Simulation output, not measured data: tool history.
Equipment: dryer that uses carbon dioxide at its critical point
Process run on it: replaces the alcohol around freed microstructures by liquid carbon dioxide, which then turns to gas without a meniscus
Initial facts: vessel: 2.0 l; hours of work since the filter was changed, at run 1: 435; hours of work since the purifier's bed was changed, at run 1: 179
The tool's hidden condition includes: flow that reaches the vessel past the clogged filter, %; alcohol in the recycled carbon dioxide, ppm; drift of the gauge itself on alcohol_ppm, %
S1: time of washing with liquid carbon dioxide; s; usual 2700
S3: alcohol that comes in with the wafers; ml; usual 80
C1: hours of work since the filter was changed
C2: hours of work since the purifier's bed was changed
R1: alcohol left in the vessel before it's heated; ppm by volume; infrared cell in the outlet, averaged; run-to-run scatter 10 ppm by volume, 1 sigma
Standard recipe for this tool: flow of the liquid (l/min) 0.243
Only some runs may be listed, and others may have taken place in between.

Run 1, hour 0: usual settings; C1 435; C2 179. Result: R1 916 ppm by volume.
Run 2, hour 5.2: usual settings; C1 438; C2 182. Result: R1 893 ppm by volume.
Run 3, hour 14.6: usual settings; C1 444; C2 188. Result: R1 901 ppm by volume.
Run 4, hour 27.3: usual settings; C1 451; C2 195. Result: R1 922 ppm by volume.
Run 5, hour 40.1: usual settings; C1 459; C2 203. Result: R1 916 ppm by volume.
Run 6, hour 50.6: usual settings; C1 465; C2 209. Result: R1 907 ppm by volume.
Run 7, hour 57.8: usual settings but S1 2400 s; C1 469; C2 213. Result: R1 1397 ppm by volume.
Run 8, hour 64.6: usual settings but S1 2400 s; C1 473; C2 217. Result: R1 1370 ppm by volume.
Run 9, hour 72.8: usual settings but S1 2400 s; C1 478; C2 222. Result: R1 1411 ppm by volume.
Run 10, hour 85: usual settings but S1 2400 s; C1 485; C2 229. Result: R1 1409 ppm by volume.
Run 11, hour 96: usual settings; C1 491; C2 236. Result: R1 955 ppm by volume.
Run 12, hour 102.5: usual settings but S1 1860 s; C1 495; C2 239. Result: R1 2945 ppm by volume.
Run 13, hour 114.5: usual settings but S1 1860 s; C1 502; C2 246. Result: R1 2967 ppm by volume.
Run 14, hour 121.8: usual settings but S1 1860 s; C1 506; C2 251. Result: R1 2933 ppm by volume.
Run 15, hour 133.4: usual settings but S3 38 ml; C1 513; C2 257. Result: R1 493 ppm by volume.
Run 16, hour 138.8: usual settings but S3 38 ml; C1 516; C2 261. Result: R1 493 ppm by volume.
Run 17, hour 148: usual settings but S3 38 ml; C1 522; C2 266. Result: R1 499 ppm by volume.
Run 18, hour 156.9: usual settings but S3 38 ml; C1 527; C2 271. Result: R1 516 ppm by volume.
Run 19, hour 168.8: usual settings but S3 38 ml; C1 534; C2 278. Result: R1 500 ppm by volume.
Run 20, hour 174.5: usual settings but S1 2820 s, S3 50 ml; C1 537; C2 282. Result: R1 542 ppm by volume.
Run 21, hour 185.8: usual settings but S1 2820 s, S3 50 ml; C1 544; C2 288. Result: R1 571 ppm by volume.
Run 22, hour 196.3: usual settings but S1 2100 s; C1 550; C2 294. Result: R1 2229 ppm by volume.
Run 23, hour 202: usual settings but S1 2100 s; C1 553; C2 298. Result: R1 2199 ppm by volume.
Run 24, hour 209.9: usual settings but S1 2100 s, flow of the liquid (l/min) 0.411, S3 118 ml; C1 558; C2 302. Result: R1 508 ppm by volume.
Run 25, hour 219.8: usual settings but S1 3000 s, flow of the liquid (l/min) 0.189; C1 564; C2 308. Result: R1 1642 ppm by volume.
Run 26, hour 229.2: usual settings but S1 3000 s, flow of the liquid (l/min) 0.189; C1 569; C2 314. Result: R1 1656 ppm by volume.
Run 27, hour 237.4: usual settings but S1 3120 s, flow of the liquid (l/min) 0.355, S3 47 ml; C1 574; C2 318. Result: R1 123 ppm by volume.
Run 28, hour 245.8: usual settings but S1 3120 s, flow of the liquid (l/min) 0.259, S3 47 ml; C1 579; C2 323. Result: R1 329 ppm by volume.
At hour 248.8: inlet filter changed.
Run 29, hour 255.2: usual settings but S1 3120 s, flow of the liquid (l/min) 0.259, S3 47 ml; C1 4; C2 328. Result: R1 221 ppm by volume.
Run 30, hour 261.7: usual settings but S1 3780 s, flow of the liquid (l/min) 0.169, S3 57 ml; C1 8; C2 332. Result: R1 579 ppm by volume.
Run 31, hour 269.1: usual settings but S1 3780 s, flow of the liquid (l/min) 0.169, S3 57 ml; C1 12; C2 336. Result: R1 570 ppm by volume.
Run 32, hour 281: usual settings but S1 1920 s, flow of the liquid (l/min) 0.249, S3 23 ml; C1 19; C2 343. Result: R1 645 ppm by volume.
Run 33, hour 293.9: usual settings but S1 2580 s, flow of the liquid (l/min) 0.234, S3 89 ml; C1 26; C2 351. Result: R1 1108 ppm by volume.
Run 34, hour 305.2: usual settings but S1 2580 s, flow of the liquid (l/min) 0.208, S3 27 ml; C1 33; C2 357. Result: R1 538 ppm by volume.
Run 35, hour 316.2: usual settings but S1 2580 s, flow of the liquid (l/min) 0.345, S3 71 ml; C1 39; C2 364. Result: R1 223 ppm by volume.

For each entry between runs, how does the tool's hidden state at the last listed run before it compare with that at the first listed run after it?
In the gap between runs 28 and 29: inlet filter changed (hour 248.8)
  flow that reaches the vessel past the clogged filter, %: 89.7 -> 99.8; alcohol in the recycled carbon dioxide, ppm: 87.4 -> 88.6
  measured value less the no-hidden-state value, R1: +181 -> +83 ppm by volume

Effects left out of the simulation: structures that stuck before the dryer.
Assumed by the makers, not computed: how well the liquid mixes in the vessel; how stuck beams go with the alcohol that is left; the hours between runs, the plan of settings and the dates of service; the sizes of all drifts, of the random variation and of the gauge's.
